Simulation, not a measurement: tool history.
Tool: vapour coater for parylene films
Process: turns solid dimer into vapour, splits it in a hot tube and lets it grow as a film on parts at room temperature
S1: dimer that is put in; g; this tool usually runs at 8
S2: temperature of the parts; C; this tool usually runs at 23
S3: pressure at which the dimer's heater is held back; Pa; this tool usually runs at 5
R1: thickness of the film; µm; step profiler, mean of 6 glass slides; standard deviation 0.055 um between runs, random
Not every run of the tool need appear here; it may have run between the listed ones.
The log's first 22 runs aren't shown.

| run | hour | S1 | S2 | S3 | R1 |
|---|---|---|---|---|---|
| 23 | 330.8 | 10 | 29 | 9.79 | 5.3 |
|  | 333.5 | table's thermometer calibrated |
| 24 | 348.5 | 11 | 29 | 9.79 | 5.91 |
| 25 | 363.3 | 11 | 19 | 2.72 | 11.58 |
|  | 376.5 | table's thermometer calibrated, once more |
| 26 | 386 | 13 | 23 | 5 | 10.33 |
| 27 | 406 | 13 | 21 | 5 | 11.17 |
| 28 | 418.3 | 8 | 31 | 5 | 4.57 |
| 29 | 430.6 | 8 | 28 | 5 | 5.13 |
| 30 | 445.1 | 5 | 24 | 5 | 3.81 |
| 31 | 468 | 5 | 17 | 10.02 | 4.38 |
| 32 | 488.7 | 5 | 17 | 10.02 | 4.48 |
| 33 | 504 | 5 | 17 | 10.02 | 4.38 |
| 34 | 521.1 | 8 | 32 | 5 | 4.34 |
| 35 | 531.6 | 8 | 32 | 5 | 4.38 |
| 36 | 546.3 | 4 | 27 | 5.24 | 2.63 |
| 37 | 564.4 | 4 | 27 | 5.24 | 2.65 |
| 38 | 575.9 | 4 | 27 | 3.3 | 2.88 |
| 39 | 590 | 4 | 27 | 3.3 | 2.89 |

Predict each of these 3 candidate next runs independently; none follows another, all start after run 39:
| A | 600.1 | 8 | 18 | 5.54 | ? |
| B | 600.1 | 3 | 27 | 5.94 | ? |
| C | 600.1 | 4 | 25 | 6.84 | ? |

| run | R1 |
|---|---|
| A | 7.56 |
| B | 1.92 |
| C | 2.72 |
With no hidden state in the tool, these same runs would have given:
| run | R1 |
|---|---|
| A | 7.68 |
| B | 1.95 |
| C | 2.76 |
